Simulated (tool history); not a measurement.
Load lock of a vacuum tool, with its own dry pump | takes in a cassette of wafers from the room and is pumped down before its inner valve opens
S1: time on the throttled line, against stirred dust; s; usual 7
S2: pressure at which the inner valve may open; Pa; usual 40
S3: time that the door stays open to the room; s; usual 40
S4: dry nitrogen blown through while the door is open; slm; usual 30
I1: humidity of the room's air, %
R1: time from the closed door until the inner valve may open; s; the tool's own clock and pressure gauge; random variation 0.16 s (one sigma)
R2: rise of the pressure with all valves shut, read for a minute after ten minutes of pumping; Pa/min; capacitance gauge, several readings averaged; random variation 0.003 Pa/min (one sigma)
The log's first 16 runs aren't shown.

Run 17, day 96.375: usual settings; I1 44.3. Result: R1 17.2 s, R2 0.04 Pa/min.
Run 18, day 102.258: usual settings; I1 42.5. Result: R1 17.2 s, R2 0.035 Pa/min.
Run 19, day 109.329: usual settings; I1 45.4. Result: R1 17.1 s, R2 0.039 Pa/min.
Run 20, day 115.746: usual settings; I1 46.9. Result: R1 17 s, R2 0.041 Pa/min.
Run 21, day 121.412: usual settings but S4 12 slm; I1 41.7. Result: R1 16.8 s, R2 0.053 Pa/min.
Run 22, day 124.967: usual settings but S4 12 slm; I1 44.5. Result: R1 16.9 s, R2 0.054 Pa/min.
Run 23, day 131.775: usual settings but S4 12 slm; I1 43.7. Result: R1 16.7 s, R2 0.057 Pa/min.
Run 24, day 136.696: usual settings but S4 12 slm; I1 43. Result: R1 17.1 s, R2 0.053 Pa/min.
Run 25, day 143.971: usual settings but S2 55 Pa, S3 31 s; I1 42.1. Result: R1 16.1 s, R2 0.037 Pa/min.
Run 26, day 149.258: usual settings but S2 55 Pa, S3 31 s; I1 43.5. Result: R1 16.6 s, R2 0.034 Pa/min.
Run 27, day 153.596: usual settings but S3 201 s; I1 48.5. Result: R1 16.9 s, R2 0.117 Pa/min.
Run 28, day 158.367: usual settings but S3 201 s; I1 42.7. Result: R1 17 s, R2 0.112 Pa/min.
Run 29, day 165.829: usual settings but S2 39 Pa, S4 7 slm; I1 48.9. Result: R1 17.1 s, R2 0.07 Pa/min.
Run 30, day 173.262: usual settings but S1 13 s, S2 66 Pa, S3 166 s, S4 5 slm; I1 45. Result: R1 20.4 s, R2 0.193 Pa/min.
Run 31, day 177.225: usual settings but S2 49 Pa, S4 8 slm; I1 42.3. Result: R1 16.7 s, R2 0.062 Pa/min.
Run 32, day 181.262: usual settings but S1 10 s, S2 49 Pa, S4 12 slm; I1 45.2. Result: R1 19.1 s, R2 0.062 Pa/min.
Run 33, day 187.138: usual settings but S1 10 s, S2 49 Pa, S4 12 slm; I1 47.7. Result: R1 18.8 s, R2 0.064 Pa/min.
Run 34, day 193.933: usual settings but S1 10 s, S2 49 Pa, S4 12 slm; I1 42.4. Result: R1 18.9 s, R2 0.05 Pa/min.

Run 35 comes next. What will it give?
Run 35, day 198.5: usual settings but S1 10 s, S2 49 Pa, S3 178 s, S4 12 slm; I1 45.3. Result: R1 ?, R2 ?.

R1: 18.8 s
R2: 0.16 Pa/min
Without the tool's hidden state the same run would have given R1 18.7 s, R2 0.159 Pa/min.
